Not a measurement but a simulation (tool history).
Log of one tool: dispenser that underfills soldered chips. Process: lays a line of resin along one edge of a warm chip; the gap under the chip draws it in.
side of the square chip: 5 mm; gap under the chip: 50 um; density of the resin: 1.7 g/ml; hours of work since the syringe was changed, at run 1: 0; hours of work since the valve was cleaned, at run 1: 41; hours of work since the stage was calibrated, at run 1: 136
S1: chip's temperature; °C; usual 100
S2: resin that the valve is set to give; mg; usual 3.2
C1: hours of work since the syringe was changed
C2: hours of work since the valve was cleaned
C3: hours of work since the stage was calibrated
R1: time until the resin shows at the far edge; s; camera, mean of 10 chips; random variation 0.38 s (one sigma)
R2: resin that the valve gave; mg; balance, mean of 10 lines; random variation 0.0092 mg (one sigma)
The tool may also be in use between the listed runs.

| run | hour | S1 | S2 | C1 | C2 | C3 | R1 | R2 |
|---|---|---|---|---|---|---|---|---|
| 1 | 0 | 100 | 3.2 | 0 | 41 | 136 | 24.2 | 3.143 |
|  | 6.9 | dispensing valve cleaned and set on the balance |
| 2 | 15.2 | 100 | 3.2 | 11 | 6 | 147 | 49.9 | 3.186 |
|  | 16.6 | new syringe of resin |
| 3 | 23 | 100 | 3.2 | 5 | 11 | 152 | 34 | 3.174 |
| 4 | 29.4 | 100 | 3.2 | 9 | 16 | 157 | 47.8 | 3.173 |
|  | 31.9 | new syringe of resin |
| 5 | 43.1 | 100 | 3.2 | 8 | 26 | 166 | 43.1 | 3.149 |
|  | 47.1 | new syringe of resin |
| 6 | 53.2 | 100 | 3.2 | 4 | 33 | 174 | 33 | 3.142 |
| 7 | 59.9 | 100 | 3.2 | 9 | 38 | 178 | 47 | 3.131 |
|  | 63.4 | new syringe of resin |
| 8 | 66.8 | 100 | 3.2 | 2 | 43 | 183 | 28.9 | 3.125 |
|  | 71.9 | dispensing valve cleaned and set on the balance |
|  | 79.7 | new syringe of resin |
| 9 | 81 | 100 | 3.2 | 1 | 6 | 193 | 24.9 | 3.184 |
|  | 95.3 | new syringe of resin |
| 10 | 95.3 | 94 | 4.19 | 0 | 17 | 203 | 27.7 | 4.17 |
| 11 | 104.4 | 94 | 4.19 | 7 | 23 | 209 | 45.9 | 4.14 |
|  | 111.6 | new syringe of resin |
| 12 | 114.1 | 109 | 3.19 | 2 | 30 | 216 | 20 | 3.139 |
| 13 | 120.7 | 108 | 3.2 | 7 | 35 | 221 | 29.6 | 3.142 |
|  | 127.8 | new syringe of resin |
| 14 | 129.8 | 109 | 3.25 | 1 | 41 | 227 | 19.8 | 3.171 |
|  | 136.2 | dispensing valve cleaned and set on the balance |
| 15 | 139 | 113 | 2.93 | 7 | 2 | 233 | 28.3 | 2.924 |
|  | 144.8 | new syringe of resin |
| 16 | 152.3 | 113 | 3.48 | 5 | 11 | 243 | 23.9 | 3.451 |
| 17 | 159.7 | 113 | 3.48 | 11 | 17 | 248 | 35.6 | 3.447 |
|  | 160.8 | new syringe of resin |
| 18 | 172.9 | 95 | 2.91 | 9 | 26 | 257 | 52.8 | 2.865 |

Forecast each of these 5 alternatives for the next run:
|  | 176.9 | new syringe of resin |
| A | 187.8 | 92 | 3.17 | 8 | 37 | 268 | ? | ? |
|  | 176.9 | new syringe of resin |
| B | 187.8 | 115 | 3.29 | 8 | 37 | 268 | ? | ? |
|  | 176.9 | new syringe of resin |
| C | 187.8 | 102 | 2.95 | 8 | 37 | 268 | ? | ? |
|  | 176.9 | new syringe of resin |
| D | 187.8 | 95 | 3.64 | 8 | 37 | 268 | ? | ? |
|  | 176.9 | new syringe of resin |
| E | 187.8 | 108 | 3.3 | 8 | 37 | 268 | ? | ? |

| run | R1 | R2 |
|---|---|---|
| A | 55.5 | 3.101 |
| B | 27.7 | 3.2 |
| C | 41.1 | 2.873 |
| D | 48.8 | 3.547 |
| E | 33.6 | 3.213 |
Without the tool's hidden state the same runs would have given:
| run | R1 | R2 |
|---|---|---|
| A | 29.6 | 3.174 |
| B | 15 | 3.275 |
| C | 22 | 2.94 |
| D | 26 | 3.63 |
| E | 18 | 3.289 |
